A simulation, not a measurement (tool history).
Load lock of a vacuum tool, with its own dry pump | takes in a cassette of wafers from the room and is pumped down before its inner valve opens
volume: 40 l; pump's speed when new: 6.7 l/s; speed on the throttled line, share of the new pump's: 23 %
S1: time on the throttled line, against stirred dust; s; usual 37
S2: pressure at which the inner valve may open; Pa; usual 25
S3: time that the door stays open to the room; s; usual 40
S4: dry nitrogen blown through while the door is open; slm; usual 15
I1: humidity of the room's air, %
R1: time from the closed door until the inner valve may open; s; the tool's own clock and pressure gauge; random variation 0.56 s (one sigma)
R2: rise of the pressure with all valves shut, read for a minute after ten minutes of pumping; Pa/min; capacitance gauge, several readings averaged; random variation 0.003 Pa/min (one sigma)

run	day	S1	S2	S3	S4	I1	R1	R2
1	0	37	25	40	15	47.3	79	0.034
2	4.696	37	25	40	23	46.4	77.9	0.035
3	9.75	37	25	40	23	45.8	78.4	0.029
4	14.012	37	25	85	15	44.1	79.4	0.049
5	21.971	37	25	64	15	44.1	78	0.046
6	28.504	37	25	64	15	45.8	79.2	0.05
7	36.775	37	25	119	15	42.7	77.6	0.064
8	44.308	37	25	40	24	47.2	79.4	0.034
9	49.588	37	25	40	24	46.2	78.8	0.034
10	53.975	37	25	40	24	41	77.6	0.029
# day 56.696: door's seal changed, seat wiped
11	58.812	37	20	40	15	44.1	79.6	0.03
12	65.4	36	25	157	14	44.6	77.8	0.083
13	73.775	45	32	82	21	46.1	83	0.053
14	77.408	45	49	45	6	44.1	80.4	0.041
15	85.212	45	30	51	6	48	84	0.048
16	91.617	19	18	225	32	47.2	66.7	0.09
17	98.9	19	18	25	39	46.3	66.1	0.022
18	103.762	37	25	93	4	43.8	78.6	0.071
19	112.021	36	28	31	15	44.7	77	0.031

Forecast each of these 5 alternatives for the next run:
A	118.492	36	34	36	12	42.6	?	?
B	118.492	37	22	40	7	45.3	?	?
C	118.492	36	28	118	7	43.6	?	?
D	118.492	36	39	31	17	46.4	?	?
E	118.492	35	25	50	8	47.2	?	?

run	R1	R2
A	75.1	0.031
B	78.4	0.038
C	76.8	0.079
D	74.5	0.026
E	76.6	0.052
Without the tool's hidden state the same runs would have given:
run	R1	R2
A	75.1	0.031
B	78.3	0.038
C	76.8	0.078
D	74.5	0.026
E	76.6	0.052
